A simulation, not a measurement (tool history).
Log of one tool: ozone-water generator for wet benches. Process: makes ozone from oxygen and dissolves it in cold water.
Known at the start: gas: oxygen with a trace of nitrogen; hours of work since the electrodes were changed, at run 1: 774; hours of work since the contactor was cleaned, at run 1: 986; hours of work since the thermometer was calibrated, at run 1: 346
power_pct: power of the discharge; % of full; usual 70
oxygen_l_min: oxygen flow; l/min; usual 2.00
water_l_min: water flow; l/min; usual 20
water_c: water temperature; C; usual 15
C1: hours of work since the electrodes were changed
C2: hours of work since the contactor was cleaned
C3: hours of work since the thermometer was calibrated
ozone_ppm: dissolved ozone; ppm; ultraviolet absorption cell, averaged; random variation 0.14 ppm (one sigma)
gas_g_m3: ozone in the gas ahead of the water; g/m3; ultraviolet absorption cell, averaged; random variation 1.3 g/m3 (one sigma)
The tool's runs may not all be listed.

run 1 hour=0.0 | power_pct=70 oxygen_l_min=2.00 water_l_min=20 water_c=15 | C1=774 C2=986 C3=346 | ozone_ppm=16.4 gas_g_m3=241.3
run 2 hour=161.3 | power_pct=70 oxygen_l_min=2.00 water_l_min=20 water_c=15 | C1=908 C2=1119 C3=480 | ozone_ppm=16.1 gas_g_m3=245.0
run 3 hour=330.2 | power_pct=70 oxygen_l_min=2.00 water_l_min=20 water_c=15 | C1=1047 C2=1259 C3=619 | ozone_ppm=16.1 gas_g_m3=243.4
run 4 hour=431.7 | power_pct=70 oxygen_l_min=2.00 water_l_min=27 water_c=15 | C1=1131 C2=1343 C3=703 | ozone_ppm=12.4 gas_g_m3=246.8
run 5 hour=620.4 | power_pct=70 oxygen_l_min=2.00 water_l_min=27 water_c=15 | C1=1287 C2=1499 C3=860 | ozone_ppm=12.3 gas_g_m3=245.5
run 6 hour=740.7 | power_pct=70 oxygen_l_min=2.00 water_l_min=20 water_c=15 | C1=1387 C2=1599 C3=959 | ozone_ppm=15.9 gas_g_m3=244.3
run 7 hour=820.6 | power_pct=70 oxygen_l_min=2.00 water_l_min=20 water_c=15 | C1=1453 C2=1665 C3=1025 | ozone_ppm=15.9 gas_g_m3=243.5
run 8 hour=903.8 | power_pct=70 oxygen_l_min=2.00 water_l_min=20 water_c=7 | C1=1522 C2=1733 C3=1094 | ozone_ppm=17.2 gas_g_m3=245.3
run 9 hour=1020.2 | power_pct=70 oxygen_l_min=2.00 water_l_min=20 water_c=7 | C1=1618 C2=1830 C3=1190 | ozone_ppm=17.0 gas_g_m3=245.5
run 10 hour=1146.4 | power_pct=70 oxygen_l_min=2.42 water_l_min=20 water_c=15 | C1=1722 C2=1934 C3=1294 | ozone_ppm=17.0 gas_g_m3=219.7
run 11 hour=1294.9 | power_pct=70 oxygen_l_min=3.57 water_l_min=20 water_c=15 | C1=1845 C2=2057 C3=1417 | ozone_ppm=18.0 gas_g_m3=178.0
run 12 hour=1437.4 | power_pct=70 oxygen_l_min=2.00 water_l_min=29 water_c=15 | C1=1963 C2=2175 C3=1535 | ozone_ppm=11.2 gas_g_m3=242.4
run 13 hour=1576.2 | power_pct=70 oxygen_l_min=2.00 water_l_min=29 water_c=15 | C1=2078 C2=2290 C3=1650 | ozone_ppm=11.2 gas_g_m3=242.9
run 14 hour=1773.9 | power_pct=70 oxygen_l_min=2.00 water_l_min=29 water_c=15 | C1=2241 C2=2453 C3=1813 | ozone_ppm=11.2 gas_g_m3=241.7
run 15 hour=1951.0 | power_pct=70 oxygen_l_min=2.00 water_l_min=29 water_c=15 | C1=2388 C2=2600 C3=1960 | ozone_ppm=11.3 gas_g_m3=243.7
-- hour=1992.6 contactor cleaned
run 16 hour=2134.9 | power_pct=70 oxygen_l_min=2.00 water_l_min=29 water_c=15 | C1=2536 C2=118 C3=2109 | ozone_ppm=11.4 gas_g_m3=246.3
run 17 hour=2273.3 | power_pct=70 oxygen_l_min=2.00 water_l_min=30 water_c=15 | C1=2651 C2=232 C3=2223 | ozone_ppm=11.2 gas_g_m3=242.3
run 18 hour=2449.9 | power_pct=63 oxygen_l_min=1.08 water_l_min=26 water_c=21 | C1=2797 C2=378 C3=2369 | ozone_ppm=9.4 gas_g_m3=316.3
run 19 hour=2626.2 | power_pct=63 oxygen_l_min=1.08 water_l_min=26 water_c=21 | C1=2943 C2=524 C3=2515 | ozone_ppm=9.3 gas_g_m3=313.9
run 20 hour=2738.0 | power_pct=70 oxygen_l_min=2.00 water_l_min=32 water_c=15 | C1=3035 C2=616 C3=2607 | ozone_ppm=10.3 gas_g_m3=244.4
run 21 hour=2825.2 | power_pct=70 oxygen_l_min=2.55 water_l_min=32 water_c=20 | C1=3107 C2=689 C3=2680 | ozone_ppm=10.6 gas_g_m3=213.7
run 22 hour=2955.5 | power_pct=54 oxygen_l_min=1.97 water_l_min=15 water_c=20 | C1=3215 C2=796 C3=2787 | ozone_ppm=16.8 gas_g_m3=207.6
run 23 hour=3086.0 | power_pct=72 oxygen_l_min=1.97 water_l_min=15 water_c=20 | C1=3323 C2=904 C3=2895 | ozone_ppm=20.1 gas_g_m3=250.6
run 24 hour=3174.1 | power_pct=72 oxygen_l_min=1.97 water_l_min=15 water_c=20 | C1=3396 C2=977 C3=2968 | ozone_ppm=20.6 gas_g_m3=253.7
run 25 hour=3271.4 | power_pct=70 oxygen_l_min=2.00 water_l_min=20 water_c=7 | C1=3476 C2=1058 C3=3049 | ozone_ppm=17.1 gas_g_m3=243.8
run 26 hour=3429.0 | power_pct=70 oxygen_l_min=1.20 water_l_min=14 water_c=14 | C1=3607 C2=1188 C3=3179 | ozone_ppm=19.6 gas_g_m3=321.5
run 27 hour=3623.5 | power_pct=70 oxygen_l_min=1.20 water_l_min=14 water_c=14 | C1=3768 C2=1349 C3=3340 | ozone_ppm=19.6 gas_g_m3=321.0
run 28 hour=3782.0 | power_pct=67 oxygen_l_min=1.99 water_l_min=14 water_c=9 | C1=3899 C2=1480 C3=3471 | ozone_ppm=22.7 gas_g_m3=235.5
run 29 hour=3879.8 | power_pct=76 oxygen_l_min=2.00 water_l_min=13 water_c=15 | C1=3979 C2=1561 C3=3552 | ozone_ppm=24.6 gas_g_m3=259.2
run 30 hour=3978.7 | power_pct=49 oxygen_l_min=1.94 water_l_min=20 water_c=8 | C1=4061 C2=1642 C3=3633 | ozone_ppm=13.2 gas_g_m3=193.8
run 31 hour=4176.3 | power_pct=50 oxygen_l_min=2.00 water_l_min=20 water_c=15 | C1=4225 C2=1806 C3=3797 | ozone_ppm=12.9 gas_g_m3=193.3
run 32 hour=4357.6 | power_pct=98 oxygen_l_min=2.00 water_l_min=20 water_c=15 | C1=4375 C2=1956 C3=3947 | ozone_ppm=20.3 gas_g_m3=303.8
run 33 hour=4516.1 | power_pct=98 oxygen_l_min=2.00 water_l_min=20 water_c=15 | C1=4506 C2=2087 C3=4078 | ozone_ppm=20.3 gas_g_m3=308.4

4 ways to go on from here, each from the tool as it stands after run 33. What would each give?
run A hour=4628.9 | power_pct=59 oxygen_l_min=2.00 water_l_min=20 water_c=15 | C1=4599 C2=2180 C3=4171 | ozone_ppm=? gas_g_m3=?
run B hour=4628.9 | power_pct=70 oxygen_l_min=2.13 water_l_min=20 water_c=15 | C1=4599 C2=2180 C3=4171 | ozone_ppm=? gas_g_m3=?
run C hour=4628.9 | power_pct=65 oxygen_l_min=2.00 water_l_min=20 water_c=7 | C1=4599 C2=2180 C3=4171 | ozone_ppm=? gas_g_m3=?
run D hour=4628.9 | power_pct=82 oxygen_l_min=2.00 water_l_min=25 water_c=15 | C1=4599 C2=2180 C3=4171 | ozone_ppm=? gas_g_m3=?

run=A ozone_ppm=14.4 gas_g_m3=216.7
run=B ozone_ppm=16.4 gas_g_m3=234.1
run=C ozone_ppm=16.3 gas_g_m3=233.3
run=D ozone_ppm=14.6 gas_g_m3=269.7
Without the tool's hidden state the same runs would have given:
run=A ozone_ppm=14.4 gas_g_m3=216.9
run=B ozone_ppm=16.4 gas_g_m3=234.3
run=C ozone_ppm=16.3 gas_g_m3=233.5
run=D ozone_ppm=14.6 gas_g_m3=269.9
